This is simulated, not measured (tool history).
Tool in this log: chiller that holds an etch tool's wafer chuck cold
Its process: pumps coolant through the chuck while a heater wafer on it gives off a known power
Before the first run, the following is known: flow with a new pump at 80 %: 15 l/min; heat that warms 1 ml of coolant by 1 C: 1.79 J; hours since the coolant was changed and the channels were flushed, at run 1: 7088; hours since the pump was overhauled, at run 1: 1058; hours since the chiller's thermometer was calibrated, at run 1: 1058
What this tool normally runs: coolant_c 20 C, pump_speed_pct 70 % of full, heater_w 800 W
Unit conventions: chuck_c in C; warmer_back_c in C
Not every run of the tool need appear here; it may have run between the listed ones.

| run | hour | coolant_c | pump_speed_pct | heater_w | hours since the coolant was changed and the channels were flushed | hours since the pump was overhauled | hours since the chiller's thermometer was calibrated | chuck_c | warmer_back_c |
|---|---|---|---|---|---|---|---|---|---|
| 1 | 0 | 20 | 70 | 800 | 7088 | 1058 | 1058 | 26.09 | 2.07 |
| 2 | 39.3 | 20 | 70 | 800 | 7128 | 1098 | 1098 | 25.94 | 2.07 |
|  | 51 | coolant changed, channels flushed |
| 3 | 97.5 | 20 | 70 | 800 | 47 | 1150 | 1150 | 26.08 | 2.09 |
| 4 | 149.4 | 20 | 70 | 1061 | 98 | 1202 | 1202 | 27.97 | 2.73 |
| 5 | 186.7 | 20 | 82 | 800 | 136 | 1239 | 1239 | 25.07 | 1.73 |
| 6 | 234.7 | 20 | 82 | 800 | 184 | 1287 | 1287 | 25.12 | 1.72 |
| 7 | 270.1 | 20 | 82 | 800 | 219 | 1322 | 1322 | 25.18 | 1.74 |
| 8 | 295.7 | 20 | 82 | 800 | 245 | 1348 | 1348 | 24.98 | 1.78 |
| 9 | 346.1 | 20 | 70 | 800 | 295 | 1398 | 1398 | 25.74 | 2.09 |
| 10 | 387.1 | 20 | 70 | 800 | 336 | 1439 | 1439 | 25.84 | 2.05 |
| 11 | 433.6 | 27 | 70 | 800 | 383 | 1486 | 1486 | 32.87 | 2.11 |
| 12 | 487.8 | 27 | 70 | 800 | 437 | 1540 | 1540 | 32.75 | 2.09 |
| 13 | 523.7 | 27 | 72 | 800 | 473 | 1576 | 1576 | 32.49 | 2.01 |
| 14 | 585.6 | 11 | 72 | 800 | 535 | 1638 | 1638 | 16.41 | 2.03 |
| 15 | 611 | 11 | 72 | 800 | 560 | 1663 | 1663 | 16.51 | 2.01 |
| 16 | 661.6 | 11 | 78 | 800 | 611 | 1714 | 1714 | 15.98 | 1.85 |
|  | 681 | gauge calibrated |
| 17 | 703.3 | 22 | 70 | 628 | 652 | 1756 | 1756 | 26.77 | 1.67 |
| 18 | 733.9 | 12 | 93 | 800 | 683 | 1786 | 1786 | 16.44 | 1.54 |
| 19 | 771.5 | 12 | 93 | 800 | 720 | 1824 | 1824 | 16.49 | 1.48 |
| 20 | 820.7 | 12 | 93 | 800 | 770 | 1873 | 1873 | 16.48 | 1.5 |
| 21 | 850.2 | 13 | 93 | 455 | 799 | 1903 | 1903 | 15.41 | 0.86 |
| 22 | 882.2 | 20 | 99 | 461 | 831 | 1934 | 1934 | 22.48 | 0.86 |
| 23 | 907.5 | 14 | 99 | 838 | 856 | 1960 | 1960 | 18.37 | 1.49 |
| 24 | 942.6 | 13 | 70 | 607 | 892 | 1995 | 1995 | 17.58 | 1.58 |
| 25 | 997.9 | 13 | 70 | 607 | 947 | 2050 | 2050 | 17.36 | 1.55 |
| 26 | 1032 | 13 | 64 | 638 | 981 | 2084 | 2084 | 18.32 | 1.87 |
| 27 | 1091.4 | 24 | 66 | 537 | 1040 | 2144 | 2144 | 27.97 | 1.5 |
| 28 | 1143.7 | 28 | 78 | 800 | 1093 | 2196 | 2196 | 33.17 | 1.86 |
| 29 | 1193.6 | 28 | 78 | 716 | 1143 | 2246 | 2246 | 32.52 | 1.63 |
| 30 | 1248.4 | 28 | 78 | 716 | 1197 | 2301 | 2301 | 32.36 | 1.66 |
| 31 | 1275.4 | 13 | 90 | 570 | 1224 | 2328 | 2328 | 16.14 | 1.14 |
| 32 | 1310 | 10 | 68 | 406 | 1259 | 2362 | 2362 | 12.61 | 1.06 |

3 options for the next run, each taken on its own from the tool as it stands now. Forecast them:
| A | 1355.5 | 22 | 70 | 402 | 1304 | 2408 | 2408 | ? | ? |
| B | 1355.5 | 26 | 70 | 676 | 1304 | 2408 | 2408 | ? | ? |
| C | 1355.5 | 12 | 85 | 981 | 1304 | 2408 | 2408 | ? | ? |

| run | chuck_c | warmer_back_c |
|---|---|---|
| A | 24.49 | 1.03 |
| B | 30.68 | 1.74 |
| C | 17.7 | 2.03 |
Without the tool's unlogged condition, the same runs would have read:
| run | chuck_c | warmer_back_c |
|---|---|---|
| A | 24.98 | 1.03 |
| B | 31.18 | 1.74 |
| C | 18.19 | 2.03 |
